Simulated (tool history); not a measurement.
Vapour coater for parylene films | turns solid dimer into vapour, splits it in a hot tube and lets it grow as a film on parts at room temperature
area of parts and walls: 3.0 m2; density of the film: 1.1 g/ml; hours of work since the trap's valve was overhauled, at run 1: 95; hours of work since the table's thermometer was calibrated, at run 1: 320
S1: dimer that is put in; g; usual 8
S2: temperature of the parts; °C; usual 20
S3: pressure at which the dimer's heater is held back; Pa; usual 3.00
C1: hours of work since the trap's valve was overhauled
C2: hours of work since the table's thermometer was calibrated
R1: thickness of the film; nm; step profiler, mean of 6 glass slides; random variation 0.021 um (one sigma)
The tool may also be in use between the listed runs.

{"run": 1, "hour": 0.0, "S1": 8, "S2": 20, "S3": 3.0, "C1": 95, "C2": 320, "R1": 1350}
{"run": 2, "hour": 24.0, "S1": 8, "S2": 20, "S3": 9.68, "C1": 117, "C2": 341, "R1": 1020}
{"run": 3, "hour": 43.6, "S1": 8, "S2": 20, "S3": 9.68, "C1": 134, "C2": 358, "R1": 990}
{"run": 4, "hour": 57.5, "S1": 8, "S2": 20, "S3": 9.68, "C1": 146, "C2": 370, "R1": 990}
{"run": 5, "hour": 71.3, "S1": 8, "S2": 20, "S3": 9.68, "C1": 158, "C2": 382, "R1": 980}
{"run": 6, "hour": 82.2, "S1": 6, "S2": 28, "S3": 2.37, "C1": 168, "C2": 392, "R1": 870}
{"run": 7, "hour": 94.0, "S1": 6, "S2": 15, "S3": 2.75, "C1": 178, "C2": 402, "R1": 1120}
{"run": 8, "hour": 117.2, "S1": 8, "S2": 19, "S3": 6.47, "C1": 199, "C2": 423, "R1": 1100}
{"run": 9, "hour": 141.5, "S1": 8, "S2": 19, "S3": 6.47, "C1": 220, "C2": 444, "R1": 1130}
{"run": 10, "hour": 152.6, "S1": 11, "S2": 29, "S3": 6.47, "C1": 230, "C2": 454, "R1": 1160}

Forecast each of these 3 alternatives for the next run:
{"hour": 160.8, "done": "trap's valve overhauled"}
{"run": "A", "hour": 176.6, "S1": 9, "S2": 12, "S3": 9.26, "C1": 14, "C2": 472, "R1": "?"}
{"hour": 160.8, "done": "trap's valve overhauled"}
{"run": "B", "hour": 176.6, "S1": 10, "S2": 29, "S3": 8.7, "C1": 14, "C2": 472, "R1": "?"}
{"hour": 160.8, "done": "trap's valve overhauled"}
{"run": "C", "hour": 176.6, "S1": 7, "S2": 12, "S3": 3.0, "C1": 14, "C2": 472, "R1": "?"}

run=A R1=1410
run=B R1=1110
run=C R1=1460
Without the tool's hidden state the same runs would have given:
run=A R1=1430
run=B R1=1120
run=C R1=1470

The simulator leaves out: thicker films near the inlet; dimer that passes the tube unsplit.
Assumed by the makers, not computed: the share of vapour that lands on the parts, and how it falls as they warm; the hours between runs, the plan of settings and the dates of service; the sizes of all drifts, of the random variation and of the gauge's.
